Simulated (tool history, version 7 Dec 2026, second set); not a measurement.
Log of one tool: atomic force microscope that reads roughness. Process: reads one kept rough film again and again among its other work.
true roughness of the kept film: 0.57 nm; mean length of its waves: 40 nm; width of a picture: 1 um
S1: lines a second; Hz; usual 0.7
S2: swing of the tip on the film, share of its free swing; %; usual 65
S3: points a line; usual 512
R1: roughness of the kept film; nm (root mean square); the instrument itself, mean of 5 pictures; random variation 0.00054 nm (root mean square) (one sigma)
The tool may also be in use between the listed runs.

run	hour	S1	S2	S3	R1
1	0	0.7	65	512	0.5478
2	10.6	0.7	65	512	0.5461
3	20.6	0.7	65	773	0.5478
4	26.8	0.7	88	773	0.5349
5	33.7	0.7	88	773	0.5338
6	42.2	0.7	65	512	0.5457
# hour 54.5: new tip fitted
7	55.4	0.7	65	512	0.5531
# hour 57.6: height scale calibrated on a step standard
8	70.2	0.7	65	512	0.554
9	84.3	0.7	65	512	0.5533
# hour 92.1: height scale calibrated on a step standard, once more
10	97.1	2.034	65	512	0.5422
11	111.6	0.962	59	512	0.5524
12	119.9	0.93	76	512	0.5441
13	132	1.119	65	297	0.5464
14	145.8	0.7	74	286	0.5446
15	158.7	0.516	77	349	0.5469

Measured less the same run without the tool's hidden state. The same run-to-run variation is in both; the gauge's scatter may not be:
The hidden state here: radius of the tip, nm; height scale over the true one, %; drift of the gauge itself on roughness_nm, %.
run	R1
1	-0.0081
2	-0.0084
3	-0.0088
4	-0.0088
5	-0.009
6	-0.0096
7	-0.0007
8	-0.0013
9	-0.0018
10	-0.0021
11	-0.0025
12	-0.0029
13	-0.0033
14	-0.0038
15	-0.0042
